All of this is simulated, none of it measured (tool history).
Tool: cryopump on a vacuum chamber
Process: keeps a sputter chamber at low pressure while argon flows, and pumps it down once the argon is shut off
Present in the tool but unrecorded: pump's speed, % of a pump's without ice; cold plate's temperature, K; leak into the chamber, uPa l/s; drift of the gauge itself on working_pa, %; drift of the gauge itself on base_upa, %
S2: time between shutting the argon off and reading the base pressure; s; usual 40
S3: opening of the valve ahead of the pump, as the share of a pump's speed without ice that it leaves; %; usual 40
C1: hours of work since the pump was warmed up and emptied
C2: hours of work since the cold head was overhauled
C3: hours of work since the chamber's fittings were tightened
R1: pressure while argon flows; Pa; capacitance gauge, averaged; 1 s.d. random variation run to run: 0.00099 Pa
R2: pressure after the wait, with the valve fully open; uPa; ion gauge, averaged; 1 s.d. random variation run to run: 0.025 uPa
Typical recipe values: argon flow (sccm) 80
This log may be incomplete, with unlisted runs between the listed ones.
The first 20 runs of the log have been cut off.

Run 21, hour 1630.9: usual settings but argon flow (sccm) 85, S2 56 s, S3 23 %; C1 897; C2 1991; C3 1128. Result: R1 0.4241 Pa, R2 2.89 uPa.
Run 22, hour 1694.1: usual settings but argon flow (sccm) 55, S2 25 s, S3 46 %; C1 946; C2 2041; C3 1177. Result: R1 0.1489 Pa, R2 3.7 uPa.
Run 23, hour 1752.4: usual settings but argon flow (sccm) 55, S2 25 s, S3 46 %; C1 991; C2 2086; C3 1223. Result: R1 0.1479 Pa, R2 3.76 uPa.
Run 24, hour 1821.1: usual settings but argon flow (sccm) 55, S2 25 s, S3 46 %; C1 1045; C2 2140; C3 1276. Result: R1 0.1509 Pa, R2 3.92 uPa.
Run 25, hour 1876.2: usual settings but argon flow (sccm) 42, S2 21 s; C1 1088; C2 2183; C3 1319. Result: R1 0.1299 Pa, R2 4.15 uPa.
At hour 1887.2: pump warmed up, emptied and cooled again.
Run 26, hour 1952.7: usual settings but argon flow (sccm) 49, S2 234 s; C1 51; C2 2238; C3 1375. Result: R1 0.1342 Pa, R2 2.28 uPa.
Run 27, hour 2046.6: usual settings but argon flow (sccm) 49, S2 234 s; C1 124; C2 2311; C3 1448. Result: R1 0.1344 Pa, R2 2.39 uPa.
Run 28, hour 2096.5: usual settings but argon flow (sccm) 159, S2 22 s, S3 15 %; C1 163; C2 2350; C3 1487. Result: R1 1.1461 Pa, R2 3.82 uPa.
Run 29, hour 2149.1: usual settings but argon flow (sccm) 36, S2 114 s; C1 204; C2 2391; C3 1528. Result: R1 0.1004 Pa, R2 2.72 uPa.
Run 30, hour 2203.8: usual settings but argon flow (sccm) 112, S2 165 s, S3 25 %; C1 247; C2 2434; C3 1571. Result: R1 0.4894 Pa, R2 2.73 uPa.
Run 31, hour 2259: usual settings but argon flow (sccm) 120, S2 118 s, S3 36 %; C1 290; C2 2477; C3 1614. Result: R1 0.3702 Pa, R2 2.91 uPa.

For run 32, what comes out?
Run 32, hour 2327.1: usual settings but argon flow (sccm) 120, S2 118 s, S3 36 %; C1 343; C2 2530; C3 1667. Result: R1 ?, R2 ?.

R1: 0.372 Pa
R2: 3.05 uPa
Had the tool carried no hidden state, the very same run would have given R1 0.3574 Pa, R2 0.48 uPa.

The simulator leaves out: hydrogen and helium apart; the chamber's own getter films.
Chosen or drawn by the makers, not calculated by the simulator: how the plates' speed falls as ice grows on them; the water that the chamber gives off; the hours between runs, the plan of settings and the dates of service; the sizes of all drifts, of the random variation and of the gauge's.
